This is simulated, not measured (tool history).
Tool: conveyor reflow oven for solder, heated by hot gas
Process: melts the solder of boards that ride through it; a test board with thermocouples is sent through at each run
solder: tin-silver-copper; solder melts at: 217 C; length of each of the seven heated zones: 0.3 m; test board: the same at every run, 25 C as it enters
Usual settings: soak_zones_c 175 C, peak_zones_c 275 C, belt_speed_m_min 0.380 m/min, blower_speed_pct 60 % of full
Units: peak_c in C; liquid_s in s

run,hour,soak_zones_c,peak_zones_c,belt_speed_m_min,blower_speed_pct,peak_c,liquid_s
1,0.0,175,275,0.380,60,258.6,76.9
# hour 24.6: flux residue cleaned out of gas plates and filters
2,71.4,175,275,0.380,63,260.1,78.8
3,105.5,182,275,0.380,60,260.7,81.7
4,137.1,182,275,0.380,60,260.3,81.8
5,188.9,175,287,0.380,60,270.2,84.6
6,252.2,175,287,0.380,60,269.5,84.3
7,305.9,175,287,0.380,60,269.7,84.4
8,351.2,175,287,0.380,60,269.1,84.0
# hour 360.9: thermocouples of zones 6 and 7 changed
9,402.8,175,268,0.380,60,254.3,74.2
10,434.3,175,268,0.380,60,254.0,74.1
# hour 443.8: belt drive overhauled, speed set with a stopwatch
# hour 464.0: flux residue cleaned out of gas plates and filters
11,473.1,175,268,0.380,60,255.7,75.9
12,529.3,175,268,0.380,60,255.5,75.7
# hour 578.3: belt drive overhauled, speed set with a stopwatch, once more
13,587.0,175,268,0.380,60,255.1,75.1
14,617.6,175,275,0.439,60,256.4,64.8
15,646.1,175,275,0.439,60,256.5,64.6
16,692.5,168,270,0.330,55,258.6,87.1
17,760.0,168,279,0.343,70,267.8,90.3
18,814.8,168,279,0.343,70,267.4,90.0
19,856.0,168,279,0.343,70,267.4,90.0
20,894.0,189,270,0.362,50,257.6,87.6
# hour 902.2: flux residue cleaned out of gas plates and filters
21,932.3,189,270,0.362,50,258.5,88.6
22,979.0,164,290,0.455,86,271.9,68.0
23,1041.7,164,266,0.455,86,249.5,54.7
24,1072.5,171,289,0.455,54,264.4,66.0
25,1126.5,171,289,0.455,54,264.1,65.8
26,1194.5,175,275,0.353,60,262.1,86.8

Run 27 comes next. What will it give?
27,1261.3,175,275,0.400,60,?,?

Run 27 gave peak_c 258.1 C, liquid_s 73.4 s.
Without the tool's hidden state the same run would have given peak_c 261.0 C, liquid_s 75.0 s.
